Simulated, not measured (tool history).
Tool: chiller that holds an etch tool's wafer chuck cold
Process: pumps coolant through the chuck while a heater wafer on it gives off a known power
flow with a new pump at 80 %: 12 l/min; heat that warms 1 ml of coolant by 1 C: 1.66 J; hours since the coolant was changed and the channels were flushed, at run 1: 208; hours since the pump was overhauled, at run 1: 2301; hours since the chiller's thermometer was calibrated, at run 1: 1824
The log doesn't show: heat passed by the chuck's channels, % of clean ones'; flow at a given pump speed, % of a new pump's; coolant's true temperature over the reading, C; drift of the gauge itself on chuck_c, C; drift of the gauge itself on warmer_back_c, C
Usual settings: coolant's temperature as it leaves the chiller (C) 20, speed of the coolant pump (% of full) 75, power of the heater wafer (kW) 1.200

| run | hour | coolant's temperature as it leaves the chiller (C) | speed of the coolant pump (% of full) | power of the heater wafer (kW) | hours since the coolant was changed and the channels were flushed | hours since the pump was overhauled | hours since the chiller's thermometer was calibrated | chuck's temperature once it has settled (C) | how much warmer the coolant comes back (C) |
|---|---|---|---|---|---|---|---|---|---|
| 1 | 0.0 | 20 | 75 | 1.200 | 208 | 2301 | 1824 | 35.0 | 3.91 |
| 2 | 66.2 | 20 | 96 | 1.200 | 275 | 2368 | 1890 | 32.1 | 2.96 |
| 3 | 157.8 | 10 | 96 | 1.200 | 366 | 2459 | 1981 | 22.0 | 2.98 |
| 4 | 245.4 | 10 | 91 | 1.200 | 454 | 2547 | 2069 | 22.6 | 3.20 |
| 5 | 396.8 | 10 | 91 | 0.749 | 605 | 2698 | 2220 | 17.9 | 2.03 |
| 6 | 503.7 | 11 | 75 | 1.200 | 712 | 2805 | 2327 | 25.9 | 3.91 |
| 7 | 571.9 | 11 | 75 | 1.200 | 780 | 2873 | 2395 | 25.8 | 3.93 |
| 8 | 680.4 | 20 | 70 | 1.200 | 889 | 2982 | 2504 | 35.8 | 4.26 |
| 9 | 808.9 | 24 | 87 | 1.330 | 1017 | 3110 | 2632 | 38.7 | 3.77 |
| 10 | 927.3 | 24 | 87 | 0.926 | 1136 | 3229 | 2751 | 34.4 | 2.62 |
| 11 | 1034.0 | 10 | 69 | 1.224 | 1242 | 3335 | 2858 | 26.5 | 4.35 |
| 12 | 1174.5 | 19 | 75 | 0.600 | 1383 | 3476 | 2998 | 26.6 | 2.01 |
| 13 | 1269.9 | 21 | 69 | 0.600 | 1478 | 3571 | 3093 | 28.9 | 2.26 |

Forecast each of these 4 alternatives for the next run:
| A | 1360.7 | 16 | 93 | 0.600 | 1569 | 3662 | 3184 | ? | ? |
| B | 1360.7 | 19 | 91 | 0.745 | 1569 | 3662 | 3184 | ? | ? |
| C | 1360.7 | 25 | 84 | 1.200 | 1569 | 3662 | 3184 | ? | ? |
| D | 1360.7 | 26 | 80 | 0.756 | 1569 | 3662 | 3184 | ? | ? |

| run | chuck's temperature once it has settled (C) | how much warmer the coolant comes back (C) |
|---|---|---|
| A | 22.3 | 1.65 |
| B | 26.7 | 2.11 |
| C | 38.6 | 3.59 |
| D | 34.9 | 2.37 |
Without the tool's hidden state the same runs would have given:
| run | chuck's temperature once it has settled (C) | how much warmer the coolant comes back (C) |
|---|---|---|
| A | 22.3 | 1.53 |
| B | 26.7 | 1.99 |
| C | 38.6 | 3.46 |
| D | 34.9 | 2.25 |
